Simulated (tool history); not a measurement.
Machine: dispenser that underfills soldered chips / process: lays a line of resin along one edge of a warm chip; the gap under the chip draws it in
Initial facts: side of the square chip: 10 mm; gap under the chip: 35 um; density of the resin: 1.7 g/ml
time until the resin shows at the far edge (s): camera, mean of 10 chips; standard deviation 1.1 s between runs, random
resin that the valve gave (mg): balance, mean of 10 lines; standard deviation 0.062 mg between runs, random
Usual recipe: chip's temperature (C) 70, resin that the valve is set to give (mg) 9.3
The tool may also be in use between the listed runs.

run,hour,chip's temperature (C),resin that the valve is set to give (mg),time until the resin shows at the far edge (s),resin that the valve gave (mg)
1,0,70,9.3,146.9,8.88
2,3.6,70,9.3,182.2,8.93
# hour 7.4: new syringe of resin
3,10.9,80,9.3,88.9,8.9
4,17.3,80,9.3,130.1,8.81
# hour 20.6: new syringe of resin
5,23.8,80,9.3,86.4,8.85
6,30.3,80,9.3,128.5,8.79
# hour 33.9: new syringe of resin
7,34.9,64,9.3,139.3,8.71
8,38.2,64,9.3,171.7,8.77
9,42.7,70,10.31,175.2,9.65
# hour 46.8: new syringe of resin
10,46.8,70,10.31,99,9.53
11,53.8,70,10.31,153.4,9.54
12,58.6,70,10.31,205.4,9.59
# hour 59.8: new syringe of resin
13,65.7,70,10.31,147.7,9.44
14,70.1,70,10.31,197.5,9.45
# hour 72.9: new syringe of resin
15,74,70,10.31,109,9.48
16,79.3,65,11.88,180.4,10.91
17,83.9,65,11.88,239.1,10.84
# hour 85.9: new syringe of resin
18,87.1,57,9.15,190.6,8.29
19,93.9,57,9.15,289,8.24
# hour 98.8: new syringe of resin
20,99.8,57,9.15,181.8,8.29
21,105.8,78,10.37,117.3,9.39
22,110.3,62,8.77,299.5,7.82
# hour 112.1: new syringe of resin
23,116.1,83,8.64,86.6,7.64
24,122.4,83,8.64,127.6,7.69
# hour 124.5: dispensing valve cleaned and set on the balance
# hour 126: new syringe of resin
25,129.8,84,11.78,76.8,11.82
26,132.8,84,11.78,90.7,11.69
27,138,84,11.78,127.6,11.59
# hour 139.2: new syringe of resin
28,143.7,62,11.53,184.4,11.27
29,148,62,11.53,244.4,11.48
# hour 152.2: new syringe of resin
30,154.5,76,11.53,92.6,11.4

What if the next run were any one of these 4? Each begins from the tool's condition after run 30:
A,158.6,76,11.53,?,?
B,158.6,67,8.52,?,?
C,158.6,76,8.79,?,?
D,158.6,65,8.43,?,?

run,time until the resin shows at the far edge (s),resin that the valve gave (mg)
A,120.5,11.32
B,175.7,8.37
C,123.6,8.49
D,188.8,8.34
Without the tool's hidden state the same runs would have given:
run,time until the resin shows at the far edge (s),resin that the valve gave (mg)
A,78.9,11.53
B,114.8,8.52
C,80.8,8.64
D,123.2,8.49
